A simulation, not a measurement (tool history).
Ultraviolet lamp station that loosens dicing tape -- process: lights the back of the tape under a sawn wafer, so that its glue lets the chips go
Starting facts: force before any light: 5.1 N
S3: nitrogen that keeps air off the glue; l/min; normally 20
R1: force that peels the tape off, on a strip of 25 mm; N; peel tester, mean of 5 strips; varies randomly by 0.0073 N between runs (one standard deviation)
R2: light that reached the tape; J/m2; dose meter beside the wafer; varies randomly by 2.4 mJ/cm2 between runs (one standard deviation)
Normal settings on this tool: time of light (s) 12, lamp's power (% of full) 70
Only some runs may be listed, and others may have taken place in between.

Run 1, hour 0.0: usual settings. Result: R1 0.529 N, R2 1760 J/m2.
Run 2, hour 11.3: usual settings but S3 35 l/min. Result: R1 0.376 N, R2 1750 J/m2.
Run 3, hour 22.6: usual settings but S3 35 l/min. Result: R1 0.378 N, R2 1740 J/m2.
Run 4, hour 34.2: usual settings but S3 35 l/min. Result: R1 0.415 N, R2 1700 J/m2.
Run 5, hour 48.1: usual settings but S3 35 l/min. Result: R1 0.405 N, R2 1670 J/m2.
Run 6, hour 56.5: usual settings but lamp's power (% of full) 65. Result: R1 0.647 N, R2 1530 J/m2.
Run 7, hour 69.4: usual settings but lamp's power (% of full) 65. Result: R1 0.660 N, R2 1540 J/m2.
Run 8, hour 85.1: usual settings but lamp's power (% of full) 65. Result: R1 0.714 N, R2 1530 J/m2.
Run 9, hour 104.3: usual settings. Result: R1 0.606 N, R2 1620 J/m2.
Run 10, hour 121.0: usual settings but time of light (s) 9, lamp's power (% of full) 63, S3 8 l/min. Result: R1 1.826 N, R2 1090 J/m2.
Run 11, hour 138.7: usual settings but time of light (s) 11. Result: R1 0.749 N, R2 1460 J/m2.
Run 12, hour 158.1: usual settings but time of light (s) 19, lamp's power (% of full) 95. Result: R1 0.163 N, R2 3350 J/m2.
Run 13, hour 167.4: usual settings but time of light (s) 6, lamp's power (% of full) 75, S3 37 l/min. Result: R1 1.282 N, R2 820 J/m2.
Run 14, hour 179.8: usual settings but time of light (s) 6, lamp's power (% of full) 75, S3 37 l/min. Result: R1 1.376 N, R2 800 J/m2.
Run 15, hour 190.0: usual settings but time of light (s) 6, lamp's power (% of full) 75, S3 7 l/min. Result: R1 2.357 N, R2 820 J/m2.
Run 16, hour 206.5: usual settings but time of light (s) 14, lamp's power (% of full) 60, S3 8 l/min. Result: R1 1.216 N, R2 1510 J/m2.
Run 17, hour 220.2: usual settings but time of light (s) 20, lamp's power (% of full) 60, S3 15 l/min. Result: R1 0.178 N, R2 3490 J/m2.
Run 18, hour 234.3: usual settings but time of light (s) 10, lamp's power (% of full) 60, S3 27 l/min. Result: R1 0.474 N, R2 1740 J/m2.

The log once held 1 entry between its listed runs, left out of this copy. Where does each go, and what is different about the tool's unlogged condition between the listed run before it and the listed run after it?
Run 16 -> run 17: lamp changed (hour 217.7)
  lamp's light, % of a new lamp's: 62.2 -> 99.7; light that the window lets through, % of a clean one's: 97.3 -> 97.2
  measured result minus the result with no hidden state, R1: +0.687 -> +0.007 N; R2: -990 -> -110 J/m2

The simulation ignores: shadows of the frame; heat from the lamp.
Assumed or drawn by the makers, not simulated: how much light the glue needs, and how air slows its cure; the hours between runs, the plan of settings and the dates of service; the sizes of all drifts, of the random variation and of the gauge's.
